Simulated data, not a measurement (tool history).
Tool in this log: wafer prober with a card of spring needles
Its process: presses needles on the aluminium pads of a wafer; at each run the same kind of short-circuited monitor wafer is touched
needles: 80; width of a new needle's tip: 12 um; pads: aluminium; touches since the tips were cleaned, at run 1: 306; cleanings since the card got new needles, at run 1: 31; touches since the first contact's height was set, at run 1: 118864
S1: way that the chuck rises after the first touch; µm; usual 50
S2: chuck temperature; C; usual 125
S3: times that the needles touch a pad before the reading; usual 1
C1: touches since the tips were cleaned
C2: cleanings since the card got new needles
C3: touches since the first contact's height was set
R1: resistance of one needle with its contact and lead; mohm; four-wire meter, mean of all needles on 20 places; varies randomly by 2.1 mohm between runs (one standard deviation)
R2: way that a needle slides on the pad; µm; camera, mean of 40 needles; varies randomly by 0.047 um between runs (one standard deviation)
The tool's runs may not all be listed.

run 1 hour=0.0 | S1=50 S2=125 S3=1 | C1=306 C2=31 C3=118864 | R1=240 R2=9.67
-- hour=12.3 tips cleaned on abrasive film
run 2 hour=19.7 | S1=50 S2=125 S3=1 | C1=1987 C2=32 C3=124133 | R1=252 R2=9.71
-- hour=25.9 tips cleaned on abrasive film
run 3 hour=31.1 | S1=50 S2=125 S3=1 | C1=1388 C2=33 C3=127179 | R1=251 R2=9.75
-- hour=38.8 tips cleaned on abrasive film
run 4 hour=40.4 | S1=50 S2=125 S3=1 | C1=412 C2=34 C3=129652 | R1=240 R2=9.70
-- hour=51.7 tips cleaned on abrasive film
run 5 hour=60.7 | S1=50 S2=125 S3=3 | C1=2410 C2=35 C3=135098 | R1=241 R2=9.62
-- hour=65.0 tips cleaned on abrasive film
run 6 hour=74.5 | S1=50 S2=125 S3=1 | C1=2571 C2=36 C3=138799 | R1=257 R2=9.74
-- hour=78.1 tips cleaned on abrasive film
-- hour=91.6 tips cleaned on abrasive film
run 7 hour=93.8 | S1=50 S2=125 S3=1 | C1=585 C2=38 C3=143922 | R1=244 R2=9.62
-- hour=105.4 tips cleaned on abrasive film
run 8 hour=112.0 | S1=50 S2=58 S3=1 | C1=1789 C2=39 C3=148818 | R1=239 R2=9.72
-- hour=118.2 tips cleaned on abrasive film
run 9 hour=126.0 | S1=32 S2=125 S3=1 | C1=2105 C2=40 C3=152549 | R1=281 R2=6.12
-- hour=131.1 tips cleaned on abrasive film
run 10 hour=139.9 | S1=50 S2=125 S3=2 | C1=2394 C2=41 C3=156280 | R1=247 R2=9.64
-- hour=141.7 height of the first contact set anew
-- hour=144.6 tips cleaned on abrasive film
-- hour=157.9 tips cleaned on abrasive film
run 11 hour=161.6 | S1=50 S2=125 S3=2 | C1=1007 C2=43 C3=5294 | R1=246 R2=9.37
-- hour=170.8 tips cleaned on abrasive film
run 12 hour=170.9 | S1=50 S2=76 S3=2 | C1=33 C2=44 C3=7766 | R1=227 R2=9.39
-- hour=184.5 tips cleaned on abrasive film
run 13 hour=188.5 | S1=53 S2=78 S3=2 | C1=1079 C2=45 C3=12492 | R1=233 R2=10.01
-- hour=197.4 tips cleaned on abrasive film
run 14 hour=204.3 | S1=54 S2=79 S3=1 | C1=1862 C2=46 C3=16707 | R1=243 R2=10.21
-- hour=210.9 tips cleaned on abrasive film
run 15 hour=213.4 | S1=54 S2=79 S3=1 | C1=665 C2=47 C3=19132 | R1=233 R2=10.20
-- hour=223.3 tips cleaned on abrasive film
-- hour=230.1 height of the first contact set anew, once more
run 16 hour=233.4 | S1=50 S2=125 S3=1 | C1=2629 C2=48 C3=891 | R1=258 R2=9.94
-- hour=236.6 tips cleaned on abrasive film
-- hour=249.4 tips cleaned on abrasive film
run 17 hour=252.4 | S1=45 S2=28 S3=3 | C1=811 C2=50 C3=5975 | R1=217 R2=8.91
-- hour=261.9 tips cleaned on abrasive film
run 18 hour=272.7 | S1=45 S2=28 S3=3 | C1=2900 C2=51 C3=11405 | R1=227 R2=8.88
-- hour=276.1 tips cleaned on abrasive film
-- hour=289.3 tips cleaned on abrasive film
run 19 hour=289.5 | S1=52 S2=56 S3=3 | C1=42 C2=53 C3=15863 | R1=219 R2=10.34
-- hour=302.3 tips cleaned on abrasive film
run 20 hour=309.5 | S1=46 S2=63 S3=2 | C1=1931 C2=54 C3=21230 | R1=233 R2=9.08
-- hour=315.9 tips cleaned on abrasive film
-- hour=329.3 tips cleaned on abrasive film
run 21 hour=330.9 | S1=46 S2=112 S3=2 | C1=435 C2=56 C3=26932 | R1=236 R2=9.05

What if the next run were any one of these 4? Each begins from the tool's condition after run 21:
-- hour=342.5 tips cleaned on abrasive film
run A hour=345.5 | S1=32 S2=112 S3=1 | C1=788 C2=57 C3=30833 | R1=? R2=?
-- hour=342.5 tips cleaned on abrasive film
run B hour=345.5 | S1=33 S2=125 S3=1 | C1=788 C2=57 C3=30833 | R1=? R2=?
-- hour=342.5 tips cleaned on abrasive film
run C hour=345.5 | S1=39 S2=122 S3=2 | C1=788 C2=57 C3=30833 | R1=? R2=?
-- hour=342.5 tips cleaned on abrasive film
run D hour=345.5 | S1=55 S2=112 S3=2 | C1=788 C2=57 C3=30833 | R1=? R2=?

run=A R1=262 R2=6.38
run=B R1=264 R2=6.46
run=C R1=254 R2=7.72
run=D R1=234 R2=10.88
With no hidden state in the tool, these same runs would have given:
run=A R1=242 R2=6.45
run=B R1=246 R2=6.53
run=C R1=245 R2=7.79
run=D R1=229 R2=10.96

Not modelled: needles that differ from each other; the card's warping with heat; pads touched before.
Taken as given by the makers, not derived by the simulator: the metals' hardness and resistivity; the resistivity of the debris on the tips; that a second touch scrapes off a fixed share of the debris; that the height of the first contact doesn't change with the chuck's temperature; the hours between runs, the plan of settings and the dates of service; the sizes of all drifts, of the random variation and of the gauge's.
